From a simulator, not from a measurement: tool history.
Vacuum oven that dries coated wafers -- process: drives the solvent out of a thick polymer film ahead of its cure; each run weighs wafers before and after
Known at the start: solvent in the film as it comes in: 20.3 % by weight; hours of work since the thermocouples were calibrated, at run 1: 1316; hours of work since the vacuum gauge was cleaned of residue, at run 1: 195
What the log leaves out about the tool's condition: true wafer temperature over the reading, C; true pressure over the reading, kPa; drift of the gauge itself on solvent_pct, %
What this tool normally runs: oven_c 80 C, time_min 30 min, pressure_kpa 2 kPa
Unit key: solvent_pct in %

| run | hour | oven_c | time_min | pressure_kpa | hours of work since the thermocouples were calibrated | hours of work since the vacuum gauge was cleaned of residue | solvent_pct |
|---|---|---|---|---|---|---|---|
| 1 | 0 | 80 | 30 | 2 | 1316 | 195 | 6.22 |
| 2 | 11.8 | 80 | 30 | 2 | 1322 | 201 | 6.39 |
| 3 | 20.8 | 80 | 30 | 2 | 1326 | 205 | 6.09 |
| 4 | 35.2 | 86 | 30 | 2 | 1333 | 212 | 3.66 |
| 5 | 45.5 | 86 | 30 | 2 | 1339 | 217 | 3.67 |
| 6 | 53 | 86 | 30 | 2 | 1342 | 221 | 3.77 |
|  | 61.9 | oven's thermocouples calibrated |
| 7 | 68.1 | 86 | 30 | 2 | 3 | 228 | 2.91 |
| 8 | 77.2 | 80 | 30 | 1.98 | 8 | 232 | 5.16 |
| 9 | 88.3 | 80 | 30 | 1.98 | 13 | 238 | 5.2 |
| 10 | 96.8 | 80 | 30 | 1.98 | 17 | 242 | 5.27 |
| 11 | 111.1 | 80 | 30 | 1.98 | 25 | 249 | 5.14 |
| 12 | 118.2 | 80 | 30 | 1.98 | 28 | 253 | 5.26 |
| 13 | 132.1 | 80 | 30 | 2.66 | 35 | 260 | 5.78 |
| 14 | 145.7 | 80 | 30 | 2.66 | 42 | 266 | 5.86 |
| 15 | 154.9 | 80 | 30 | 2.66 | 46 | 271 | 6.02 |
| 16 | 165.4 | 80 | 33 | 2 | 52 | 276 | 4.91 |
| 17 | 173 | 90 | 30 | 2 | 55 | 280 | 2.11 |
| 18 | 180.1 | 90 | 30 | 2 | 59 | 284 | 2.1 |
| 19 | 188.6 | 90 | 30 | 2 | 63 | 288 | 2.16 |
| 20 | 201.4 | 71 | 33 | 4.16 | 70 | 294 | 11.34 |
| 21 | 216 | 71 | 52 | 1.09 | 77 | 301 | 5.78 |
| 22 | 227.8 | 71 | 52 | 1.09 | 83 | 307 | 5.74 |
| 23 | 240.1 | 78 | 19 | 1.19 | 89 | 314 | 8.01 |
| 24 | 250.1 | 78 | 19 | 1.19 | 94 | 319 | 8.18 |
| 25 | 257.1 | 80 | 30 | 2.38 | 97 | 322 | 5.61 |
| 26 | 270.9 | 80 | 30 | 2.38 | 104 | 329 | 5.63 |
| 27 | 277.5 | 83 | 29 | 2.38 | 108 | 332 | 4.46 |
| 28 | 288.4 | 83 | 29 | 2.38 | 113 | 338 | 4.57 |
| 29 | 300.5 | 68 | 46 | 4.6 | 119 | 344 | 12.29 |
| 30 | 311.2 | 68 | 21 | 7 | 124 | 349 | 16.58 |
| 31 | 323.6 | 71 | 24 | 1.03 | 131 | 355 | 9.86 |
| 32 | 329.6 | 77 | 24 | 2 | 134 | 358 | 8.05 |
| 33 | 342.7 | 77 | 24 | 2 | 140 | 365 | 7.92 |
| 34 | 354.1 | 74 | 24 | 2.47 | 146 | 370 | 9.74 |
| 35 | 364.2 | 80 | 30 | 5.78 | 151 | 375 | 8.73 |
| 36 | 374.9 | 79 | 30 | 5.84 | 156 | 381 | 9.25 |
| 37 | 384.7 | 94 | 46 | 2 | 161 | 386 | 1.34 |

Consider 4 possible next runs. They are alternatives, not a sequence: every one starts from the tool as it was left by run 37. What does each give?
| A | 391.7 | 74 | 34 | 1.55 | 165 | 389 | ? |
| B | 391.7 | 89 | 46 | 2.68 | 165 | 389 | ? |
| C | 391.7 | 87 | 46 | 2 | 165 | 389 | ? |
| D | 391.7 | 69 | 27 | 2.95 | 165 | 389 | ? |

| run | solvent_pct |
|---|---|
| A | 7.19 |
| B | 2.2 |
| C | 2.08 |
| D | 11.96 |
With no hidden state in the tool, these same runs would have given:
| run | solvent_pct |
|---|---|
| A | 6.87 |
| B | 2.07 |
| C | 1.93 |
| D | 11.66 |
